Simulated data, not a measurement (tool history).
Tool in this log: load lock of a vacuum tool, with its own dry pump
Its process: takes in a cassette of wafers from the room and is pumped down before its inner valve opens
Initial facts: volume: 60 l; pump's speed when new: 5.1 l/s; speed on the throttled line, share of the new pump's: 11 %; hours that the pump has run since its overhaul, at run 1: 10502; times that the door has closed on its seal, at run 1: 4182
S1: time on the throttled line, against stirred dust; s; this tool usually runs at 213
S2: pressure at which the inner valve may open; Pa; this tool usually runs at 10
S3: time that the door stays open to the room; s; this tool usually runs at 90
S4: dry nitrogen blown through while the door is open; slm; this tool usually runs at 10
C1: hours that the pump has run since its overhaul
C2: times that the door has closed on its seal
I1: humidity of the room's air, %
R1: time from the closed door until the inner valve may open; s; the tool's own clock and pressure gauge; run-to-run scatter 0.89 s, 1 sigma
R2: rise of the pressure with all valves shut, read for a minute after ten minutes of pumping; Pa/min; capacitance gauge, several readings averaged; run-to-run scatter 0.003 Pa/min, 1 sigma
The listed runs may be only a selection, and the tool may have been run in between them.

| run | hour | S1 | S2 | S3 | S4 | C1 | C2 | I1 | R1 | R2 |
|---|---|---|---|---|---|---|---|---|---|---|
| 1 | 0.0 | 213 | 10 | 90 | 10 | 10502 | 4182 | 46.3 | 297.6 | 0.054 |
| 2 | 121.3 | 213 | 10 | 90 | 10 | 10624 | 4393 | 44.7 | 298.7 | 0.055 |
| 3 | 280.8 | 213 | 10 | 90 | 10 | 10783 | 4670 | 46.9 | 297.9 | 0.053 |
| 4 | 488.5 | 183 | 10 | 90 | 10 | 10991 | 5031 | 47.6 | 269.7 | 0.058 |
| 5 | 731.7 | 213 | 9 | 90 | 10 | 11234 | 5453 | 47.0 | 298.1 | 0.056 |
| 6 | 934.8 | 213 | 9 | 90 | 10 | 11437 | 5806 | 46.4 | 298.3 | 0.052 |
| 7 | 1100.3 | 213 | 10 | 90 | 10 | 11603 | 6093 | 46.4 | 298.1 | 0.055 |
| 8 | 1333.4 | 213 | 10 | 90 | 10 | 11836 | 6498 | 45.6 | 298.2 | 0.051 |
| 9 | 1538.0 | 213 | 10 | 90 | 10 | 12040 | 6854 | 43.9 | 296.1 | 0.052 |
| 10 | 1784.2 | 213 | 10 | 28 | 10 | 12287 | 7281 | 47.3 | 296.8 | 0.037 |
| 11 | 1957.9 | 213 | 10 | 28 | 10 | 12460 | 7583 | 43.2 | 297.7 | 0.033 |
| 12 | 2147.4 | 213 | 10 | 178 | 10 | 12650 | 7912 | 46.1 | 299.2 | 0.070 |
| 13 | 2362.9 | 213 | 10 | 178 | 10 | 12865 | 8286 | 42.7 | 297.5 | 0.063 |
| 14 | 2559.0 | 213 | 10 | 90 | 10 | 13061 | 8627 | 42.3 | 298.2 | 0.047 |
| 15 | 2663.3 | 213 | 10 | 90 | 10 | 13166 | 8808 | 49.6 | 295.4 | 0.058 |
| 16 | 2765.5 | 213 | 10 | 90 | 10 | 13268 | 8985 | 41.8 | 296.5 | 0.046 |
| 17 | 2867.9 | 213 | 10 | 90 | 10 | 13370 | 9163 | 42.2 | 296.4 | 0.048 |
| 18 | 3079.7 | 213 | 10 | 90 | 10 | 13582 | 9531 | 45.1 | 297.1 | 0.049 |
| 19 | 3240.6 | 213 | 10 | 90 | 10 | 13743 | 9810 | 45.9 | 297.5 | 0.051 |
| 20 | 3462.8 | 418 | 10 | 90 | 10 | 13965 | 10196 | 42.0 | 478.7 | 0.045 |
| 21 | 3571.5 | 369 | 17 | 45 | 10 | 14074 | 10385 | 44.1 | 427.9 | 0.042 |
| 22 | 3764.6 | 369 | 17 | 45 | 10 | 14267 | 10721 | 47.5 | 428.5 | 0.045 |
| 23 | 3931.6 | 213 | 16 | 90 | 11 | 14434 | 11011 | 47.6 | 291.0 | 0.056 |
| 24 | 4119.6 | 293 | 10 | 90 | 10 | 14622 | 11337 | 44.8 | 369.3 | 0.049 |
| 25 | 4276.7 | 168 | 10 | 97 | 14 | 14779 | 11610 | 46.0 | 258.9 | 0.052 |
| 26 | 4420.8 | 168 | 10 | 97 | 14 | 14923 | 11860 | 46.0 | 257.3 | 0.053 |
| 27 | 4565.5 | 114 | 8 | 90 | 10 | 15068 | 12111 | 42.3 | 212.0 | 0.050 |
| 28 | 4765.4 | 114 | 8 | 103 | 10 | 15268 | 12459 | 46.3 | 212.0 | 0.056 |
| 29 | 4966.1 | 307 | 10 | 90 | 10 | 15469 | 12807 | 44.3 | 380.7 | 0.050 |
| 30 | 5160.3 | 132 | 8 | 48 | 35 | 15663 | 13145 | 47.7 | 228.4 | 0.034 |
| 31 | 5385.4 | 132 | 8 | 48 | 35 | 15888 | 13535 | 46.5 | 228.0 | 0.029 |
| 32 | 5582.0 | 215 | 10 | 71 | 25 | 16084 | 13877 | 45.1 | 300.4 | 0.040 |
| 33 | 5812.4 | 323 | 10 | 30 | 10 | 16315 | 14277 | 45.8 | 392.9 | 0.041 |
| 34 | 5934.4 | 213 | 10 | 90 | 32 | 16437 | 14489 | 43.5 | 296.7 | 0.029 |
| 35 | 6057.7 | 161 | 7 | 92 | 10 | 16560 | 14703 | 45.1 | 255.4 | 0.053 |
| 36 | 6183.3 | 162 | 9 | 72 | 7 | 16686 | 14921 | 45.6 | 254.0 | 0.052 |

What if the next run were any one of these 3? Each begins from the tool's condition after run 36:
| A | 6404.3 | 162 | 15 | 72 | 5 | 16907 | 15305 | 41.6 | ? | ? |
| B | 6404.3 | 162 | 11 | 72 | 7 | 16907 | 15305 | 42.0 | ? | ? |
| C | 6404.3 | 221 | 10 | 131 | 10 | 16907 | 15305 | 46.5 | ? | ? |

| run | R1 | R2 |
|---|---|---|
| A | 246.7 | 0.051 |
| B | 251.2 | 0.050 |
| C | 304.5 | 0.057 |
Had the tool no hidden state, the same runs would have come out as:
| run | R1 | R2 |
|---|---|---|
| A | 246.6 | 0.051 |
| B | 251.1 | 0.050 |
| C | 304.5 | 0.057 |

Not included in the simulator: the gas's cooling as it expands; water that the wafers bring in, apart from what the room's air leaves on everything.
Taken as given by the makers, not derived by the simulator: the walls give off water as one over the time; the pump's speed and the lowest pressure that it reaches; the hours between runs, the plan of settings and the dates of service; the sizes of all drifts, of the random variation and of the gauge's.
